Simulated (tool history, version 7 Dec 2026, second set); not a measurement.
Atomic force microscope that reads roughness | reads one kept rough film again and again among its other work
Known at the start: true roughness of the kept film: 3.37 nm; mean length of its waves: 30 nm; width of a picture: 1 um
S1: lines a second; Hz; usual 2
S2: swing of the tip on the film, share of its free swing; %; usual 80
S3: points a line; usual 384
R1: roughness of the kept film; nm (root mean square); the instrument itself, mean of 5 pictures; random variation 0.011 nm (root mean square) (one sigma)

| run | hour | S1 | S2 | S3 | R1 |
|---|---|---|---|---|---|
| 1 | 0 | 2 | 80 | 384 | 2.471 |
| 2 | 41.2 | 2 | 80 | 606 | 2.425 |
| 3 | 94.3 | 2 | 80 | 606 | 2.375 |
| 4 | 158 | 2 | 80 | 847 | 2.284 |
| 5 | 240 | 2 | 80 | 708 | 2.209 |
| 6 | 275.2 | 2 | 68 | 298 | 2.356 |
| 7 | 352 | 0.52 | 68 | 298 | 2.49 |
| 8 | 420.3 | 0.52 | 68 | 298 | 2.422 |
|  | 426.9 | new tip fitted |
| 9 | 468.9 | 0.57 | 70 | 342 | 2.915 |
| 10 | 547.1 | 0.57 | 70 | 342 | 2.798 |

3 ways to go on from here, each from the tool as it stands after run 10. What would each give?
| A | 626.3 | 3.33 | 68 | 491 | ? |
| B | 626.3 | 2.39 | 65 | 650 | ? |
| C | 626.3 | 1.38 | 70 | 342 | ? |

| run | R1 |
|---|---|
| A | 2.353 |
| B | 2.523 |
| C | 2.563 |
Without the tool's hidden state the same runs would have given:
| run | R1 |
|---|---|
| A | 2.532 |
| B | 2.715 |
| C | 2.758 |
